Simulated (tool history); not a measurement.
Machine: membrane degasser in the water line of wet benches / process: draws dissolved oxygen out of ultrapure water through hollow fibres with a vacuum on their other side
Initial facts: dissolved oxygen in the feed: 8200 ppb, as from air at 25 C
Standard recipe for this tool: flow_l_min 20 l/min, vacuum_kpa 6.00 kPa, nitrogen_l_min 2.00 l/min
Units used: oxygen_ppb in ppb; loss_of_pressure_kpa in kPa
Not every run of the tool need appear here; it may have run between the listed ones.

run 1 hour=0.0 | flow_l_min=20 vacuum_kpa=6.00 nitrogen_l_min=2.00 | oxygen_ppb=109.7 loss_of_pressure_kpa=70.05
run 2 hour=39.9 | flow_l_min=20 vacuum_kpa=6.00 nitrogen_l_min=2.71 | oxygen_ppb=93.1 loss_of_pressure_kpa=69.59
run 3 hour=118.6 | flow_l_min=20 vacuum_kpa=6.00 nitrogen_l_min=2.00 | oxygen_ppb=110.4 loss_of_pressure_kpa=69.37
run 4 hour=192.9 | flow_l_min=20 vacuum_kpa=6.00 nitrogen_l_min=2.00 | oxygen_ppb=110.4 loss_of_pressure_kpa=69.26
run 5 hour=241.1 | flow_l_min=20 vacuum_kpa=6.00 nitrogen_l_min=1.40 | oxygen_ppb=135.9 loss_of_pressure_kpa=69.61
run 6 hour=285.6 | flow_l_min=20 vacuum_kpa=6.00 nitrogen_l_min=1.40 | oxygen_ppb=133.5 loss_of_pressure_kpa=69.46
run 7 hour=340.7 | flow_l_min=20 vacuum_kpa=6.00 nitrogen_l_min=2.00 | oxygen_ppb=108.6 loss_of_pressure_kpa=69.62
run 8 hour=379.8 | flow_l_min=20 vacuum_kpa=6.00 nitrogen_l_min=2.00 | oxygen_ppb=110.2 loss_of_pressure_kpa=69.26
run 9 hour=431.6 | flow_l_min=20 vacuum_kpa=6.00 nitrogen_l_min=2.00 | oxygen_ppb=112.0 loss_of_pressure_kpa=69.45
run 10 hour=486.0 | flow_l_min=20 vacuum_kpa=6.00 nitrogen_l_min=2.00 | oxygen_ppb=109.3 loss_of_pressure_kpa=69.80
run 11 hour=539.7 | flow_l_min=20 vacuum_kpa=6.00 nitrogen_l_min=2.00 | oxygen_ppb=110.5 loss_of_pressure_kpa=69.62
run 12 hour=600.9 | flow_l_min=20 vacuum_kpa=6.97 nitrogen_l_min=2.00 | oxygen_ppb=133.2 loss_of_pressure_kpa=69.39
-- hour=606.9 vacuum gauge calibrated
run 13 hour=668.9 | flow_l_min=25 vacuum_kpa=5.25 nitrogen_l_min=1.48 | oxygen_ppb=165.5 loss_of_pressure_kpa=86.82
run 14 hour=737.2 | flow_l_min=26 vacuum_kpa=7.54 nitrogen_l_min=1.19 | oxygen_ppb=304.6 loss_of_pressure_kpa=90.82
run 15 hour=773.9 | flow_l_min=19 vacuum_kpa=5.46 nitrogen_l_min=0.89 | oxygen_ppb=144.3 loss_of_pressure_kpa=66.66
run 16 hour=844.0 | flow_l_min=19 vacuum_kpa=5.46 nitrogen_l_min=0.89 | oxygen_ppb=146.4 loss_of_pressure_kpa=65.73
run 17 hour=913.2 | flow_l_min=19 vacuum_kpa=5.46 nitrogen_l_min=0.89 | oxygen_ppb=145.7 loss_of_pressure_kpa=66.02
run 18 hour=968.9 | flow_l_min=19 vacuum_kpa=5.46 nitrogen_l_min=0.89 | oxygen_ppb=147.4 loss_of_pressure_kpa=66.25
-- hour=1013.6 vacuum gauge calibrated, once more
run 19 hour=1024.6 | flow_l_min=19 vacuum_kpa=5.46 nitrogen_l_min=0.89 | oxygen_ppb=141.9 loss_of_pressure_kpa=66.45
run 20 hour=1101.8 | flow_l_min=20 vacuum_kpa=6.00 nitrogen_l_min=1.12 | oxygen_ppb=152.2 loss_of_pressure_kpa=70.28

Consider 5 possible next runs. They are alternatives, not a sequence: every one starts from the tool as it was left by run 20. What does each give?
run A hour=1156.3 | flow_l_min=15 vacuum_kpa=5.07 nitrogen_l_min=1.12 | oxygen_ppb=? loss_of_pressure_kpa=?
run B hour=1156.3 | flow_l_min=13 vacuum_kpa=14.65 nitrogen_l_min=1.30 | oxygen_ppb=? loss_of_pressure_kpa=?
run C hour=1156.3 | flow_l_min=20 vacuum_kpa=13.34 nitrogen_l_min=3.12 | oxygen_ppb=? loss_of_pressure_kpa=?
run D hour=1156.3 | flow_l_min=20 vacuum_kpa=6.00 nitrogen_l_min=1.40 | oxygen_ppb=? loss_of_pressure_kpa=?
run E hour=1156.3 | flow_l_min=13 vacuum_kpa=4.43 nitrogen_l_min=5.09 | oxygen_ppb=? loss_of_pressure_kpa=?

run=A oxygen_ppb=73.6 loss_of_pressure_kpa=52.33
run=B oxygen_ppb=274.7 loss_of_pressure_kpa=45.28
run=C oxygen_ppb=197.7 loss_of_pressure_kpa=69.86
run=D oxygen_ppb=133.0 loss_of_pressure_kpa=69.40
run=E oxygen_ppb=17.0 loss_of_pressure_kpa=45.46
Take away the tool's hidden state, keep each run's random variation, and the runs would have read:
run=A oxygen_ppb=73.4 loss_of_pressure_kpa=52.07
run=B oxygen_ppb=271.0 loss_of_pressure_kpa=45.05
run=C oxygen_ppb=195.3 loss_of_pressure_kpa=69.51
run=D oxygen_ppb=132.1 loss_of_pressure_kpa=69.05
run=E oxygen_ppb=16.8 loss_of_pressure_kpa=45.23
